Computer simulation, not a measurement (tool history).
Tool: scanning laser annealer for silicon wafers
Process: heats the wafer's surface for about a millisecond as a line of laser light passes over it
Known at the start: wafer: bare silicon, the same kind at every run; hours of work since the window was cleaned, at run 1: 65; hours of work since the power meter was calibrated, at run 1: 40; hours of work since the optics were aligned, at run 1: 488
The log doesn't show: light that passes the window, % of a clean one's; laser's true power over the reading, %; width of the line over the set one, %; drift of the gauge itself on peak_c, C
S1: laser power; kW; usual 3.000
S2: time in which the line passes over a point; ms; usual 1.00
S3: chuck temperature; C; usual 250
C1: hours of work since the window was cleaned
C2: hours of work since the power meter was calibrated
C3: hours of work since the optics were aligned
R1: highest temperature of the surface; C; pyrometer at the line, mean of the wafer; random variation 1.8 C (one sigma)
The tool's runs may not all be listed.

run	hour	S1	S2	S3	C1	C2	C3	R1
1	0.0	3.000	1.00	250	65	40	488	957
2	8.4	3.000	1.00	250	69	44	492	958
3	15.8	3.000	1.00	250	73	47	495	956
4	20.6	2.819	1.00	250	75	50	498	912
5	25.5	3.000	1.00	250	78	52	500	955
6	29.4	3.233	1.00	250	80	54	502	1016
7	37.0	3.233	1.00	250	83	58	506	1016
8	44.7	3.000	1.00	250	87	62	510	958
9	52.5	3.000	1.00	250	91	65	513	958
10	58.8	3.000	0.77	250	94	69	517	855
11	64.8	3.000	0.77	250	97	72	520	857
12	69.5	3.000	0.77	250	99	74	522	855
13	77.3	3.000	0.77	250	103	78	526	854
14	83.3	2.992	0.77	250	106	81	529	855
15	88.7	2.692	0.77	250	109	83	531	791
16	92.8	3.000	1.00	250	111	85	533	954
17	100.1	3.000	1.00	250	114	89	537	954
18	107.8	3.000	1.00	250	118	93	541	956
19	114.4	3.000	1.00	250	121	96	544	956
20	119.0	3.000	1.00	250	124	98	546	953
21	127.0	2.813	1.00	250	128	102	550	907
22	133.4	2.764	1.00	227	131	105	553	871
23	138.1	2.617	0.71	276	133	108	556	769
24	147.2	2.617	0.71	276	138	112	560	771
# hour 150.1: window over the wafer cleaned
25	156.0	3.206	1.23	243	3	116	564	1091
26	164.7	3.296	0.82	275	7	120	568	963
27	173.7	3.296	0.82	275	12	124	572	965
28	178.5	3.296	0.82	275	14	127	575	965
29	185.5	3.273	1.14	215	17	130	578	1047
30	194.4	3.273	1.14	215	22	135	583	1043
# hour 203.9: window over the wafer cleaned, once more
31	205.5	3.273	1.14	215	1	139	587	1059
32	213.4	3.273	1.14	215	5	143	591	1057
33	220.6	3.273	1.14	215	8	146	594	1058
34	225.7	3.273	1.14	215	11	149	597	1057
35	233.0	3.187	1.10	215	14	153	601	1017
36	241.7	2.858	1.01	251	19	157	605	926
37	248.1	2.798	1.01	238	22	160	608	898
38	256.2	2.798	1.01	238	26	164	612	899
39	263.3	2.838	0.99	249	29	168	616	912
40	267.8	2.838	0.99	249	32	170	618	911

5 ways to go on from here, each from the tool as it stands after run 40. What would each give?
A	274.3	2.787	0.80	249	35	173	621	?
B	274.3	3.019	0.88	276	35	173	621	?
C	274.3	2.677	1.24	249	35	173	621	?
D	274.3	3.000	1.00	275	35	173	621	?
E	274.3	2.584	0.71	255	35	173	621	?

run	R1
A	821
B	937
C	959
D	980
E	746
Without the tool's hidden state the same runs would have given:
run	R1
A	827
B	944
C	966
D	987
E	751
